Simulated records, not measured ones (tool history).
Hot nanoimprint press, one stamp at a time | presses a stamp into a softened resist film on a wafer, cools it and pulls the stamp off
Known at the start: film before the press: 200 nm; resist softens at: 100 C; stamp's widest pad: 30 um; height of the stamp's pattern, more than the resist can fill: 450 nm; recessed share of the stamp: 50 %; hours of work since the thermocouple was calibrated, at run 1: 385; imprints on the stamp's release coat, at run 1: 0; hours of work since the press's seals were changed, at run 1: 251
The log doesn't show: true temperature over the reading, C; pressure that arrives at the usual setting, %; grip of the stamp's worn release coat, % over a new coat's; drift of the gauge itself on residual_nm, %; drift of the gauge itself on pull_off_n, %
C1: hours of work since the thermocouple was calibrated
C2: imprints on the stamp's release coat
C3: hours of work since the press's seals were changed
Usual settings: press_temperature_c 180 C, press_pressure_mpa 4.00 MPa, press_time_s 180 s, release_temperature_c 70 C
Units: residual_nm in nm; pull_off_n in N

run 1 hour=0.0 | press_temperature_c=180 press_pressure_mpa=4.00 press_time_s=180 release_temperature_c=70 | C1=385 C2=0 C3=251 | residual_nm=100.9 pull_off_n=132
run 2 hour=16.8 | press_temperature_c=173 press_pressure_mpa=4.00 press_time_s=180 release_temperature_c=70 | C1=393 C2=63 C3=259 | residual_nm=129.0 pull_off_n=129
run 3 hour=30.0 | press_temperature_c=173 press_pressure_mpa=4.00 press_time_s=180 release_temperature_c=70 | C1=399 C2=113 C3=265 | residual_nm=128.4 pull_off_n=131
run 4 hour=47.2 | press_temperature_c=173 press_pressure_mpa=4.00 press_time_s=190 release_temperature_c=70 | C1=408 C2=178 C3=274 | residual_nm=126.3 pull_off_n=127
run 5 hour=59.5 | press_temperature_c=180 press_pressure_mpa=4.00 press_time_s=180 release_temperature_c=70 | C1=414 C2=224 C3=280 | residual_nm=100.7 pull_off_n=131
run 6 hour=69.6 | press_temperature_c=180 press_pressure_mpa=4.00 press_time_s=180 release_temperature_c=70 | C1=419 C2=262 C3=285 | residual_nm=101.2 pull_off_n=136
run 7 hour=77.9 | press_temperature_c=180 press_pressure_mpa=4.00 press_time_s=180 release_temperature_c=70 | C1=423 C2=294 C3=289 | residual_nm=101.0 pull_off_n=136
run 8 hour=86.8 | press_temperature_c=180 press_pressure_mpa=4.00 press_time_s=180 release_temperature_c=70 | C1=427 C2=327 C3=293 | residual_nm=101.8 pull_off_n=134
run 9 hour=95.2 | press_temperature_c=180 press_pressure_mpa=4.00 press_time_s=180 release_temperature_c=70 | C1=431 C2=359 C3=297 | residual_nm=101.8 pull_off_n=138
run 10 hour=110.1 | press_temperature_c=180 press_pressure_mpa=4.00 press_time_s=126 release_temperature_c=70 | C1=439 C2=415 C3=304 | residual_nm=113.3 pull_off_n=134
run 11 hour=121.9 | press_temperature_c=173 press_pressure_mpa=4.00 press_time_s=180 release_temperature_c=70 | C1=444 C2=459 C3=310 | residual_nm=126.6 pull_off_n=139
run 12 hour=132.5 | press_temperature_c=169 press_pressure_mpa=4.00 press_time_s=287 release_temperature_c=70 | C1=450 C2=499 C3=315 | residual_nm=127.3 pull_off_n=140
run 13 hour=145.3 | press_temperature_c=180 press_pressure_mpa=4.00 press_time_s=123 release_temperature_c=73 | C1=456 C2=547 C3=322 | residual_nm=116.4 pull_off_n=130
run 14 hour=155.9 | press_temperature_c=180 press_pressure_mpa=4.00 press_time_s=123 release_temperature_c=73 | C1=461 C2=588 C3=327 | residual_nm=114.7 pull_off_n=131
-- hour=172.2 stamp cleaned and given a new release coat
run 15 hour=173.1 | press_temperature_c=180 press_pressure_mpa=5.24 press_time_s=268 release_temperature_c=70 | C1=466 C2=4 C3=332 | residual_nm=77.5 pull_off_n=128
run 16 hour=184.4 | press_temperature_c=178 press_pressure_mpa=4.91 press_time_s=180 release_temperature_c=70 | C1=472 C2=46 C3=338 | residual_nm=100.9 pull_off_n=131
run 17 hour=197.6 | press_temperature_c=178 press_pressure_mpa=4.91 press_time_s=180 release_temperature_c=70 | C1=478 C2=96 C3=344 | residual_nm=101.2 pull_off_n=125
run 18 hour=211.5 | press_temperature_c=180 press_pressure_mpa=6.35 press_time_s=130 release_temperature_c=62 | C1=485 C2=149 C3=351 | residual_nm=95.6 pull_off_n=156
run 19 hour=223.6 | press_temperature_c=180 press_pressure_mpa=6.35 press_time_s=130 release_temperature_c=62 | C1=491 C2=194 C3=357 | residual_nm=96.0 pull_off_n=158
run 20 hour=237.8 | press_temperature_c=180 press_pressure_mpa=4.00 press_time_s=240 release_temperature_c=70 | C1=498 C2=248 C3=364 | residual_nm=89.8 pull_off_n=135
run 21 hour=245.8 | press_temperature_c=180 press_pressure_mpa=4.91 press_time_s=240 release_temperature_c=70 | C1=502 C2=278 C3=368 | residual_nm=84.1 pull_off_n=133

5 ways to go on from here, each from the tool as it stands after run 21. What would each give?
run A hour=259.4 | press_temperature_c=174 press_pressure_mpa=3.81 press_time_s=240 release_temperature_c=63 | C1=509 C2=329 C3=375 | residual_nm=? pull_off_n=?
run B hour=259.4 | press_temperature_c=180 press_pressure_mpa=3.36 press_time_s=180 release_temperature_c=70 | C1=509 C2=329 C3=375 | residual_nm=? pull_off_n=?
run C hour=259.4 | press_temperature_c=174 press_pressure_mpa=4.91 press_time_s=240 release_temperature_c=70 | C1=509 C2=329 C3=375 | residual_nm=? pull_off_n=?
run D hour=259.4 | press_temperature_c=180 press_pressure_mpa=2.64 press_time_s=240 release_temperature_c=70 | C1=509 C2=329 C3=375 | residual_nm=? pull_off_n=?
run E hour=259.4 | press_temperature_c=180 press_pressure_mpa=4.09 press_time_s=283 release_temperature_c=70 | C1=509 C2=329 C3=375 | residual_nm=? pull_off_n=?

run=A residual_nm=113.6 pull_off_n=162
run=B residual_nm=107.2 pull_off_n=136
run=C residual_nm=104.1 pull_off_n=135
run=D residual_nm=106.6 pull_off_n=134
run=E residual_nm=83.0 pull_off_n=137
Without the tool's hidden state the same runs would have given:
run=A residual_nm=121.0 pull_off_n=158
run=B residual_nm=114.1 pull_off_n=133
run=C residual_nm=111.3 pull_off_n=132
run=D residual_nm=113.7 pull_off_n=131
run=E residual_nm=89.0 pull_off_n=134

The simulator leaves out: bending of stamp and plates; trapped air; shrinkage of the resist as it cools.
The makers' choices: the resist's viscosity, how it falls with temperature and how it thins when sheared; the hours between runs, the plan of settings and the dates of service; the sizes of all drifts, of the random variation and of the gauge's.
